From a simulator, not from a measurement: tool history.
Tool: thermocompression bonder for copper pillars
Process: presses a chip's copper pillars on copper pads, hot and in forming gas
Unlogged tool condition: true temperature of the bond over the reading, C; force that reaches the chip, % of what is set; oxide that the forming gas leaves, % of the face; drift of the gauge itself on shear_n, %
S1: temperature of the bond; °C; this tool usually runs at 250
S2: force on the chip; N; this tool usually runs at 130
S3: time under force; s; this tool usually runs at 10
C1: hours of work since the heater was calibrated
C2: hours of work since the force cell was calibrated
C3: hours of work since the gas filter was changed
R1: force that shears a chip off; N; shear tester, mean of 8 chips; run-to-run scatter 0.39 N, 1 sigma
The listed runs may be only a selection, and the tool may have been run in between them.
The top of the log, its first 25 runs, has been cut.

{"run": 26, "hour": 616.0, "S1": 235, "S2": 130, "S3": 16, "C1": 1096, "C2": 664, "C3": 283, "R1": 55.7}
{"hour": 619.1, "done": "force cell calibrated"}
{"run": 27, "hour": 650.4, "S1": 256, "S2": 87, "S3": 23, "C1": 1120, "C2": 23, "C3": 308, "R1": 62.2}
{"run": 28, "hour": 686.2, "S1": 260, "S2": 87, "S3": 26, "C1": 1147, "C2": 50, "C3": 334, "R1": 67.9}
{"run": 29, "hour": 717.9, "S1": 250, "S2": 118, "S3": 27, "C1": 1170, "C2": 73, "C3": 358, "R1": 73.1}
{"hour": 739.7, "done": "force cell calibrated, once more"}
{"run": 30, "hour": 745.9, "S1": 247, "S2": 88, "S3": 10, "C1": 1190, "C2": 5, "C3": 377, "R1": 40}
{"run": 31, "hour": 764.8, "S1": 247, "S2": 88, "S3": 10, "C1": 1204, "C2": 19, "C3": 391, "R1": 39.1}
{"hour": 784.8, "done": "forming gas filter changed"}
{"run": 32, "hour": 795.2, "S1": 271, "S2": 88, "S3": 18, "C1": 1226, "C2": 41, "C3": 8, "R1": 68.1}
{"run": 33, "hour": 819.5, "S1": 271, "S2": 88, "S3": 18, "C1": 1244, "C2": 59, "C3": 26, "R1": 67.9}
{"run": 34, "hour": 847.1, "S1": 271, "S2": 88, "S3": 18, "C1": 1264, "C2": 79, "C3": 46, "R1": 67.3}
{"run": 35, "hour": 864.5, "S1": 235, "S2": 130, "S3": 27, "C1": 1277, "C2": 92, "C3": 59, "R1": 68.6}
{"run": 36, "hour": 890.2, "S1": 235, "S2": 130, "S3": 27, "C1": 1296, "C2": 111, "C3": 78, "R1": 68.1}
{"run": 37, "hour": 907.1, "S1": 227, "S2": 155, "S3": 14, "C1": 1309, "C2": 124, "C3": 91, "R1": 54.4}
{"run": 38, "hour": 926.0, "S1": 227, "S2": 155, "S3": 14, "C1": 1323, "C2": 138, "C3": 105, "R1": 54.2}
{"run": 39, "hour": 942.9, "S1": 274, "S2": 130, "S3": 10, "C1": 1335, "C2": 150, "C3": 117, "R1": 69.3}

Each row is a separate what-if for the run after 39, all from the same tool condition, not one after another. Results?
{"run": "A", "hour": 978.5, "S1": 265, "S2": 130, "S3": 16, "C1": 1361, "C2": 176, "C3": 143, "R1": "?"}
{"run": "B", "hour": 978.5, "S1": 274, "S2": 159, "S3": 6, "C1": 1361, "C2": 176, "C3": 143, "R1": "?"}
{"run": "C", "hour": 978.5, "S1": 246, "S2": 91, "S3": 10, "C1": 1361, "C2": 176, "C3": 143, "R1": "?"}

run=A R1=74
run=B R1=63.7
run=C R1=41.6
The same runs, with their run-to-run variation unchanged, on a tool lacking any hidden condition would have given:
run=A R1=79.9
run=B R1=68.9
run=C R1=45.6
